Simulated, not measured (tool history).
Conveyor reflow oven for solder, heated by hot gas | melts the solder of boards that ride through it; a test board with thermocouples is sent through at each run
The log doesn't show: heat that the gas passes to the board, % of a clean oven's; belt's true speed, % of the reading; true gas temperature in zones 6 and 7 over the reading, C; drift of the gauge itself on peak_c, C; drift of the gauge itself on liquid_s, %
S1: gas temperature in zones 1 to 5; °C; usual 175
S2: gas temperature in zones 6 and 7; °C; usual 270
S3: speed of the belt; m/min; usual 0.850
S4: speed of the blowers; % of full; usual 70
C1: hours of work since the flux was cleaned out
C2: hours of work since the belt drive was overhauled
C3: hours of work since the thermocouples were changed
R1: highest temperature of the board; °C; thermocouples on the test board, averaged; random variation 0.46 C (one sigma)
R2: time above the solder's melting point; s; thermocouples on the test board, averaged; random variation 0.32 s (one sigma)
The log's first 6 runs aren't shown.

run 7 hour=65.3 | S1=175 S2=262 S3=0.850 S4=64 | C1=89 C2=350 C3=129 | R1=244.2 R2=38.0
run 8 hour=72.9 | S1=175 S2=270 S3=0.850 S4=70 | C1=93 C2=355 C3=134 | R1=253.5 R2=42.9
run 9 hour=88.3 | S1=175 S2=270 S3=0.694 S4=70 | C1=103 C2=364 C3=143 | R1=258.2 R2=56.6
run 10 hour=96.0 | S1=175 S2=270 S3=0.694 S4=70 | C1=107 C2=369 C3=148 | R1=259.3 R2=57.7
run 11 hour=111.3 | S1=175 S2=270 S3=0.850 S4=70 | C1=117 C2=378 C3=157 | R1=252.2 R2=42.7
run 12 hour=127.4 | S1=175 S2=270 S3=0.850 S4=70 | C1=126 C2=388 C3=167 | R1=253.0 R2=42.6
run 13 hour=139.6 | S1=175 S2=270 S3=0.755 S4=70 | C1=134 C2=395 C3=174 | R1=256.3 R2=51.0
run 14 hour=151.8 | S1=175 S2=270 S3=0.755 S4=64 | C1=141 C2=402 C3=182 | R1=255.6 R2=50.0
run 15 hour=164.2 | S1=175 S2=270 S3=0.755 S4=64 | C1=149 C2=410 C3=189 | R1=254.9 R2=50.2
run 16 hour=179.0 | S1=175 S2=270 S3=0.755 S4=64 | C1=158 C2=419 C3=198 | R1=255.0 R2=49.8
run 17 hour=188.2 | S1=185 S2=278 S3=0.850 S4=70 | C1=163 C2=424 C3=204 | R1=261.1 R2=49.1
run 18 hour=200.2 | S1=163 S2=272 S3=0.850 S4=70 | C1=171 C2=432 C3=211 | R1=252.2 R2=39.3
run 19 hour=210.0 | S1=161 S2=268 S3=0.929 S4=76 | C1=176 C2=438 C3=217 | R1=246.9 R2=31.9
run 20 hour=221.3 | S1=161 S2=268 S3=0.929 S4=76 | C1=183 C2=444 C3=224 | R1=246.0 R2=31.9
run 21 hour=236.3 | S1=169 S2=284 S3=0.751 S4=59 | C1=192 C2=454 C3=233 | R1=266.9 R2=53.7
run 22 hour=249.7 | S1=169 S2=259 S3=0.751 S4=65 | C1=200 C2=462 C3=241 | R1=245.3 R2=42.5
run 23 hour=266.1 | S1=175 S2=270 S3=0.850 S4=71 | C1=210 C2=472 C3=251 | R1=252.9 R2=43.0
run 24 hour=278.0 | S1=163 S2=270 S3=0.850 S4=70 | C1=218 C2=479 C3=258 | R1=251.1 R2=37.6
run 25 hour=294.0 | S1=175 S2=264 S3=0.850 S4=70 | C1=227 C2=488 C3=268 | R1=247.2 R2=39.7
run 26 hour=302.3 | S1=175 S2=267 S3=0.792 S4=70 | C1=232 C2=493 C3=273 | R1=252.0 R2=45.8
run 27 hour=315.5 | S1=177 S2=258 S3=0.839 S4=56 | C1=240 C2=501 C3=281 | R1=241.2 R2=35.5
run 28 hour=326.1 | S1=175 S2=270 S3=0.850 S4=63 | C1=247 C2=508 C3=287 | R1=251.6 R2=41.5
run 29 hour=334.8 | S1=184 S2=270 S3=0.850 S4=70 | C1=252 C2=513 C3=292 | R1=254.2 R2=46.1
run 30 hour=348.2 | S1=184 S2=260 S3=0.850 S4=60 | C1=260 C2=521 C3=301 | R1=244.0 R2=39.5

Forecast each of these 3 alternatives for the next run:
run A hour=356.3 | S1=185 S2=270 S3=0.850 S4=82 | C1=265 C2=526 C3=306 | R1=? R2=?
run B hour=356.3 | S1=175 S2=274 S3=0.850 S4=83 | C1=265 C2=526 C3=306 | R1=? R2=?
run C hour=356.3 | S1=187 S2=270 S3=0.850 S4=57 | C1=265 C2=526 C3=306 | R1=? R2=?

run=A R1=257.4 R2=47.7
run=B R1=258.4 R2=45.4
run=C R1=252.2 R2=45.5
Without the tool's hidden state the same runs would have given:
run=A R1=257.5 R2=47.8
run=B R1=258.4 R2=45.4
run=C R1=252.2 R2=45.5
